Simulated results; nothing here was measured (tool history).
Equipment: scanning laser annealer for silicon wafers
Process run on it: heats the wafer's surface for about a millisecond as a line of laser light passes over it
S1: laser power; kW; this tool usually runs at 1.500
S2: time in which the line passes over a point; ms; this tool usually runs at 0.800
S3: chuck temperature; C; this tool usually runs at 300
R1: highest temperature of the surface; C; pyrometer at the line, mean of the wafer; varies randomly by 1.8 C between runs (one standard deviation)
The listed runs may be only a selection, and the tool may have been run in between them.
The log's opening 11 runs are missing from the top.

{"run": 12, "hour": 198.7, "S1": 1.5, "S2": 0.626, "S3": 298, "R1": 975}
{"run": 13, "hour": 220.6, "S1": 1.5, "S2": 0.626, "S3": 298, "R1": 976}
{"run": 14, "hour": 242.9, "S1": 1.5, "S2": 0.626, "S3": 298, "R1": 979}
{"run": 15, "hour": 253.3, "S1": 1.5, "S2": 0.986, "S3": 300, "R1": 1170}
{"run": 16, "hour": 267.3, "S1": 1.5, "S2": 0.986, "S3": 300, "R1": 1169}
{"run": 17, "hour": 289.8, "S1": 1.5, "S2": 0.986, "S3": 300, "R1": 1171}
{"run": 18, "hour": 308.2, "S1": 1.5, "S2": 0.8, "S3": 300, "R1": 1079}
{"run": 19, "hour": 331.0, "S1": 1.5, "S2": 0.8, "S3": 300, "R1": 1076}
{"run": 20, "hour": 343.3, "S1": 1.5, "S2": 0.8, "S3": 300, "R1": 1077}

The next listed run, before its measurement:
{"run": 21, "hour": 359.1, "S1": 1.58, "S2": 0.879, "S3": 300, "R1": "?"}

Run 21 produced R1 1158 C.
Take away the tool's hidden state, keep the run-to-run variation as it was, and the same run would have given R1 1159 C.
